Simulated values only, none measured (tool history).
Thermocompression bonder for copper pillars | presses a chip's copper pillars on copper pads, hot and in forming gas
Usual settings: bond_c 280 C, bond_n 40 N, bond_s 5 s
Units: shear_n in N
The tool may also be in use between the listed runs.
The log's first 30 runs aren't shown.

run	hour	bond_c	bond_n	bond_s	hours of work since the heater was calibrated	hours of work since the force cell was calibrated	hours of work since the gas filter was changed	shear_n
31	737.2	278	37	3	1104	819	35	68.9
32	760.9	256	40	11	1120	835	52	86
33	780.2	256	40	11	1134	848	65	86.4
34	803.9	256	40	3	1150	864	81	58
35	837.7	285	40	5	1172	887	104	86.9
36	868.7	285	40	5	1193	908	125	86.1
37	884.2	285	40	5	1204	918	135	86.6
38	913.2	272	46	5	1224	938	155	85.4
39	946.8	280	50	5	1246	961	177	93.1

5 ways to go on from here, each from the tool as it stands after run 39. What would each give?
A	969.4	280	58	5	1262	976	193	?
B	969.4	280	28	9	1262	976	193	?
C	969.4	280	50	7	1262	976	193	?
D	969.4	280	40	5	1262	976	193	?
E	969.4	303	31	5	1262	976	193	?

run	shear_n
A	99.7
B	74.3
C	98.6
D	81.4
E	81.5
Without the tool's hidden state the same runs would have given:
run	shear_n
A	104.8
B	78.1
C	103.7
D	85.7
E	85.9
